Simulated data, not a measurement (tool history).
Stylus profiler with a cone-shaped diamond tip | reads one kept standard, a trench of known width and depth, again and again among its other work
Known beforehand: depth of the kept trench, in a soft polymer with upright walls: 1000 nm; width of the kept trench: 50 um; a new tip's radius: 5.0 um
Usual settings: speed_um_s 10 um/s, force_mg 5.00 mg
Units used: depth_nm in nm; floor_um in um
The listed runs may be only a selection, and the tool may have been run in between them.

run,hour,speed_um_s,force_mg,depth_nm,floor_um
1,0.0,10,5.00,1014.17,43.96
2,13.8,10,5.00,1014.21,44.00
3,30.0,18,5.00,1014.22,43.97
4,48.1,18,5.00,1014.15,43.96
5,65.4,26,5.00,1014.28,43.95
6,79.1,35,5.00,1014.33,43.93
7,100.2,35,5.00,1014.42,43.91
8,109.9,10,3.46,1011.47,44.01
9,130.8,10,3.46,1011.54,43.95
10,148.7,10,3.46,1010.79,44.00
11,163.1,10,5.00,1014.58,43.95
12,179.0,11,5.00,1013.90,43.91
13,188.8,11,2.22,1008.30,43.98
14,207.2,10,1.87,1007.54,43.94
15,225.5,2,1.87,1007.52,44.00
16,245.2,2,1.87,1007.38,43.97
17,263.0,10,5.52,1015.25,43.94
18,274.3,10,5.52,1015.57,43.90
19,287.2,10,5.52,1015.34,43.97
20,298.1,10,5.52,1015.23,43.95
21,318.1,10,5.52,1015.38,43.97
22,326.7,10,5.52,1015.34,43.96
23,336.7,10,5.00,1014.32,43.96
24,351.4,10,5.00,1014.34,43.99
25,361.9,19,2.74,1009.60,43.94
26,377.6,19,2.85,1010.09,43.90
27,387.1,27,6.64,1017.15,43.94
28,407.3,4,1.86,1007.03,43.93
29,416.1,4,1.86,1007.29,43.95
30,433.5,18,3.89,1012.10,43.93
31,447.5,4,8.99,1021.58,43.98
32,459.9,4,8.99,1021.46,43.99
33,472.1,35,5.06,1014.28,43.95
34,490.7,35,5.06,1014.61,43.99
35,504.0,24,3.22,1010.98,43.95
36,521.0,24,3.22,1010.68,43.97
37,531.0,3,5.00,1014.33,43.99
38,541.0,3,5.00,1014.33,43.95
39,558.3,3,5.00,1014.22,43.98
40,570.7,19,2.46,1008.91,43.91
41,589.2,4,11.64,1025.38,44.05
42,599.7,4,11.64,1025.55,43.97
43,616.6,9,10.03,1023.26,43.95
44,634.7,11,5.57,1015.29,43.92
45,646.2,37,5.00,1014.36,43.88
46,661.6,5,2.30,1008.47,43.97
47,673.4,3,4.07,1012.71,44.02
48,686.8,10,3.34,1011.23,43.97

What if the next run were any one of these 3? Each begins from the tool's condition after run 48:
A,698.6,3,3.74,?,?
B,698.6,10,1.78,?,?
C,698.6,26,8.05,?,?

run,depth_nm,floor_um
A,1011.80,43.99
B,1007.20,43.93
C,1019.69,43.94
Without the tool's unlogged condition, the same runs would have read:
run,depth_nm,floor_um
A,1011.81,44.00
B,1007.20,43.93
C,1019.69,43.94
